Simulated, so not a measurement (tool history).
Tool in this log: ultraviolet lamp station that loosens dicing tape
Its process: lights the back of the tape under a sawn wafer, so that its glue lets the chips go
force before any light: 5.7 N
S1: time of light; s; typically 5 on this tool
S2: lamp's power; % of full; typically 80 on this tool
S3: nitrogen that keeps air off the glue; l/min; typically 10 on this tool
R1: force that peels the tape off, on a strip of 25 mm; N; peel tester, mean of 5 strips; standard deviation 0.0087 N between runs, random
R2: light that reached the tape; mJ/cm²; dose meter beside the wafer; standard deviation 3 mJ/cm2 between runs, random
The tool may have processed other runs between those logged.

Run 1, hour 0.0: usual settings. Result: R1 0.605 N, R2 313 mJ/cm².
Run 2, hour 31.0: usual settings. Result: R1 0.614 N, R2 312 mJ/cm².
Run 3, hour 60.6: usual settings. Result: R1 0.635 N, R2 316 mJ/cm².
Run 4, hour 94.9: usual settings but S3 6 l/min. Result: R1 0.875 N, R2 303 mJ/cm².
At hour 122.8: window cleaned of glue's vapour.
Run 5, hour 124.3: usual settings but S3 6 l/min. Result: R1 0.759 N, R2 352 mJ/cm².
Run 6, hour 147.3: usual settings but S3 7 l/min. Result: R1 0.650 N, R2 348 mJ/cm².
Run 7, hour 197.0: usual settings but S3 7 l/min. Result: R1 0.671 N, R2 337 mJ/cm².
Run 8, hour 225.0: usual settings but S3 7 l/min. Result: R1 0.726 N, R2 340 mJ/cm².
Run 9, hour 276.4: usual settings but S3 7 l/min. Result: R1 0.720 N, R2 333 mJ/cm².
Run 10, hour 301.7: usual settings. Result: R1 0.572 N, R2 331 mJ/cm².
Run 11, hour 333.7: usual settings. Result: R1 0.571 N, R2 325 mJ/cm².
Run 12, hour 366.3: usual settings. Result: R1 0.609 N, R2 322 mJ/cm².
At hour 382.0: lamp changed.
Run 13, hour 389.4: usual settings but S3 7 l/min. Result: R1 0.470 N, R2 416 mJ/cm².
Run 14, hour 431.3: usual settings but S1 3 s, S3 7 l/min. Result: R1 1.159 N, R2 246 mJ/cm².
Run 15, hour 474.2: usual settings but S1 3 s, S3 7 l/min. Result: R1 1.170 N, R2 241 mJ/cm².
Run 16, hour 523.2: usual settings but S2 95 % of full. Result: R1 0.316 N, R2 478 mJ/cm².
Run 17, hour 560.9: usual settings but S2 95 % of full. Result: R1 0.312 N, R2 474 mJ/cm².
Run 18, hour 600.5: usual settings but S2 95 % of full. Result: R1 0.334 N, R2 464 mJ/cm².
Run 19, hour 629.3: usual settings. Result: R1 0.416 N, R2 391 mJ/cm².
Run 20, hour 655.7: usual settings but S1 7 s. Result: R1 0.269 N, R2 540 mJ/cm².
Run 21, hour 701.1: usual settings but S1 7 s. Result: R1 0.280 N, R2 528 mJ/cm².
Run 22, hour 729.9: usual settings but S1 7 s. Result: R1 0.284 N, R2 530 mJ/cm².
Run 23, hour 764.0: usual settings but S1 7 s, S3 7 l/min. Result: R1 0.327 N, R2 522 mJ/cm².
Run 24, hour 803.4: usual settings but S1 4 s, S3 4 l/min. Result: R1 1.195 N, R2 296 mJ/cm².
Run 25, hour 847.1: usual settings but S1 9 s, S2 69 % of full, S3 6 l/min. Result: R1 0.325 N, R2 565 mJ/cm².
At hour 851.8: window cleaned of glue's vapour.
Run 26, hour 874.7: usual settings but S1 9 s, S2 63 % of full, S3 11 l/min. Result: R1 0.236 N, R2 583 mJ/cm².
Run 27, hour 899.3: usual settings but S1 9 s, S2 63 % of full, S3 3 l/min. Result: R1 0.508 N, R2 575 mJ/cm².
Run 28, hour 939.5: usual settings but S1 9 s, S2 63 % of full, S3 3 l/min. Result: R1 0.504 N, R2 573 mJ/cm².
Run 29, hour 976.4: usual settings but S2 88 % of full, S3 9 l/min. Result: R1 0.388 N, R2 436 mJ/cm².
Run 30, hour 1014.3: usual settings but S2 88 % of full, S3 9 l/min. Result: R1 0.384 N, R2 435 mJ/cm².
Run 31, hour 1065.4: usual settings but S2 81 % of full, S3 19 l/min. Result: R1 0.304 N, R2 396 mJ/cm².
Run 32, hour 1092.7: usual settings but S2 63 % of full, S3 5 l/min. Result: R1 0.991 N, R2 299 mJ/cm².
Run 33, hour 1127.1: usual settings but S2 99 % of full. Result: R1 0.311 N, R2 474 mJ/cm².
Run 34, hour 1158.3: usual settings but S1 3 s, S2 99 % of full. Result: R1 0.777 N, R2 281 mJ/cm².
Run 35, hour 1209.0: usual settings but S1 3 s, S2 91 % of full, S3 3 l/min. Result: R1 1.662 N, R2 250 mJ/cm².
Run 36, hour 1242.8: usual settings but S1 10 s, S2 97 % of full. Result: R1 0.209 N, R2 898 mJ/cm².
Run 37, hour 1286.2: usual settings but S2 62 % of full, S3 3 l/min. Result: R1 1.520 N, R2 281 mJ/cm².
Run 38, hour 1333.7: usual settings but S3 5 l/min. Result: R1 0.773 N, R2 357 mJ/cm².
Run 39, hour 1369.4: usual settings but S3 7 l/min. Result: R1 0.639 N, R2 351 mJ/cm².
Run 40, hour 1405.6: usual settings but S3 9 l/min. Result: R1 0.555 N, R2 348 mJ/cm².
Run 41, hour 1457.7: usual settings but S2 64 % of full. Result: R1 0.801 N, R2 275 mJ/cm².
Run 42, hour 1502.2: usual settings but S1 6 s, S2 88 % of full, S3 7 l/min. Result: R1 0.443 N, R2 449 mJ/cm².
Run 43, hour 1534.8: usual settings but S1 2 s, S2 68 % of full. Result: R1 2.423 N, R2 115 mJ/cm².

Pick out some run-to-run changes in R1. Of each, how much would a tool without hidden state show as well, from the settings, what came in and chance, and how much is left for the hidden state and any gauge scatter not in both results compared?
Hidden state present: lamp's light, % of a new lamp's; light that the window lets through, % of a clean one's; drift of the gauge itself on peel_n, %; drift of the gauge itself on dose_mj_cm2, %.
Run 35 -> 36: S1 3 -> 10, S2 91 -> 97, S3 3 -> 10. R1 -1.453 N: hidden state -0.312, all else -1.141.
Run 36 -> 37: S1 10 -> 5, S2 97 -> 62, S3 10 -> 3. R1 +1.311 N: hidden state +0.346, all else +0.965.
Run 42 -> 43: S1 6 -> 2, S2 88 -> 68, S3 7 -> 10. R1 +1.980 N: hidden state +0.420, all else +1.560.
